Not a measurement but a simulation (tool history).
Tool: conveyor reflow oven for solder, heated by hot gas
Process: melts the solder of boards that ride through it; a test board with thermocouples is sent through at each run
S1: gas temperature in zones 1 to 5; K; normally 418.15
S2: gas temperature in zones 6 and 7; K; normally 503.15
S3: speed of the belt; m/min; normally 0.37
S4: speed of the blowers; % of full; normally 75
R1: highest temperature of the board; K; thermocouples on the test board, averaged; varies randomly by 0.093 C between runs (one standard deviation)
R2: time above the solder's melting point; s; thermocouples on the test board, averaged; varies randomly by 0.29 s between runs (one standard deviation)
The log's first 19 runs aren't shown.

run	hour	S1	S2	S3	S4	R1	R2
20	582	430.15	496.15	0.37	65	483.08	87.8
# hour 604.7: flux residue cleaned out of gas plates and filters
21	625.6	430.15	496.15	0.37	68	483.79	88.8
# hour 663.1: thermocouples of zones 6 and 7 changed
22	673.4	430.15	496.15	0.37	68	483.62	88.5
23	702.5	430.15	496.15	0.37	68	483.62	88.8
24	730.4	432.15	496.15	0.399	68	482.12	81.3
25	762.2	406.15	498.15	0.354	56	478.86	68
26	796.5	406.15	498.15	0.354	56	478.66	68.4
27	816.8	418.15	507.15	0.37	60	488.65	85.6
# hour 845: flux residue cleaned out of gas plates and filters
28	861.5	433.15	503.15	0.434	75	487.22	81.3
29	891	415.15	503.15	0.419	75	484.46	69.3
30	928.1	431.15	518.15	0.411	75	500.69	95.5

Alternative continuations, all from the tool just after run 30; predict every row:
A	957.8	431.15	505.15	0.411	75	?	?
B	957.8	431.15	518.15	0.332	84	?	?
C	957.8	418.15	503.15	0.351	75	?	?
D	957.8	419.15	518.15	0.339	51	?	?

run	R1	R2
A	489.87	87
B	508.05	124
C	490.2	93.8
D	497.99	105.1
Stripped of hidden state, with their random variation kept, the same runs would have yielded:
run	R1	R2
A	489.87	87
B	508.05	124
C	490.19	93.8
D	497.98	105.1

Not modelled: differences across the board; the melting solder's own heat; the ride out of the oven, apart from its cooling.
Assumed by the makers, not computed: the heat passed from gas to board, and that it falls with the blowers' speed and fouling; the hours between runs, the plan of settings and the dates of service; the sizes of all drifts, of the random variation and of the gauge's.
